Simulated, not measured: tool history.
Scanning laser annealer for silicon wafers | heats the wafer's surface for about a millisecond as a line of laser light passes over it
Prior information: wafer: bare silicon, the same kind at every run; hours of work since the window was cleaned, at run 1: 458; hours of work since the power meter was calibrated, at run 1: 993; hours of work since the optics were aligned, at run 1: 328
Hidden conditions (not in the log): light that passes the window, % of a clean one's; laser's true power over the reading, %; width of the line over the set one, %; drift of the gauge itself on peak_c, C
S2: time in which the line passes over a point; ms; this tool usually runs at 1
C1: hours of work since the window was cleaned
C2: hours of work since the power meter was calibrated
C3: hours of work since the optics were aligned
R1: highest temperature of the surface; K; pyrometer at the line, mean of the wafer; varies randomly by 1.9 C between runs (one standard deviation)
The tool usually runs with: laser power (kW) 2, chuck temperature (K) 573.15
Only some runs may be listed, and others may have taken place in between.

run 1 hour=0 | laser_power_(kW)=2 S2=1 chuck_temperature_(K)=573.15 | C1=458 C2=993 C3=328 | R1=1334.15
run 2 hour=57.3 | laser_power_(kW)=2 S2=1 chuck_temperature_(K)=573.15 | C1=484 C2=1019 C3=354 | R1=1334.15
run 3 hour=99.5 | laser_power_(kW)=2 S2=1 chuck_temperature_(K)=573.15 | C1=504 C2=1039 C3=373 | R1=1331.15
run 4 hour=128.3 | laser_power_(kW)=2 S2=1 chuck_temperature_(K)=573.15 | C1=517 C2=1052 C3=387 | R1=1328.15
run 5 hour=177.2 | laser_power_(kW)=2 S2=1 chuck_temperature_(K)=573.15 | C1=540 C2=1074 C3=409 | R1=1328.15
run 6 hour=223.9 | laser_power_(kW)=2 S2=1 chuck_temperature_(K)=573.15 | C1=561 C2=1096 C3=430 | R1=1328.15
run 7 hour=281.1 | laser_power_(kW)=2 S2=1 chuck_temperature_(K)=573.15 | C1=587 C2=1122 C3=457 | R1=1323.15
run 8 hour=324.3 | laser_power_(kW)=2 S2=1 chuck_temperature_(K)=594.15 | C1=607 C2=1142 C3=477 | R1=1347.15
run 9 hour=362.2 | laser_power_(kW)=2 S2=1 chuck_temperature_(K)=594.15 | C1=625 C2=1159 C3=494 | R1=1343.15
run 10 hour=390.6 | laser_power_(kW)=2 S2=1 chuck_temperature_(K)=594.15 | C1=638 C2=1172 C3=507 | R1=1343.15
run 11 hour=421.3 | laser_power_(kW)=1.759 S2=0.98 chuck_temperature_(K)=574.15 | C1=652 C2=1187 C3=521 | R1=1225.15
run 12 hour=483.9 | laser_power_(kW)=1.759 S2=0.98 chuck_temperature_(K)=574.15 | C1=680 C2=1215 C3=550 | R1=1226.15
-- hour=527.3 window over the wafer cleaned
run 13 hour=546.1 | laser_power_(kW)=2 S2=0.81 chuck_temperature_(K)=573.15 | C1=9 C2=1243 C3=578 | R1=1274.15
run 14 hour=571.9 | laser_power_(kW)=2 S2=0.81 chuck_temperature_(K)=573.15 | C1=20 C2=1255 C3=589 | R1=1276.15
run 15 hour=608.7 | laser_power_(kW)=2 S2=0.98 chuck_temperature_(K)=588.15 | C1=37 C2=1272 C3=606 | R1=1362.15
run 16 hour=655.3 | laser_power_(kW)=2 S2=0.98 chuck_temperature_(K)=588.15 | C1=59 C2=1293 C3=628 | R1=1363.15
run 17 hour=699.2 | laser_power_(kW)=2 S2=0.98 chuck_temperature_(K)=588.15 | C1=79 C2=1313 C3=648 | R1=1357.15
run 18 hour=729.5 | laser_power_(kW)=2.077 S2=0.79 chuck_temperature_(K)=596.15 | C1=93 C2=1327 C3=662 | R1=1304.15
run 19 hour=765.5 | laser_power_(kW)=1.815 S2=0.88 chuck_temperature_(K)=577.15 | C1=109 C2=1344 C3=678 | R1=1237.15

Below, some changes in R1 between adjacent runs. For each, the amount present without the hidden state too (settings, incoming material, random variation) and the amount remaining for the hidden state with gauge scatter not shared by both compared results:
Run 10 -> 11: laser power (kW) 2 -> 1.759, S2 1 -> 0.98, chuck temperature (K) 594.15 -> 574.15. R1 -118 K: hidden state +5, all else -123.
Run 12 -> 13: laser power (kW) 1.759 -> 2, S2 0.98 -> 0.81, chuck temperature (K) 574.15 -> 573.15, window over the wafer cleaned. R1 +48 K: hidden state +34, all else +14.
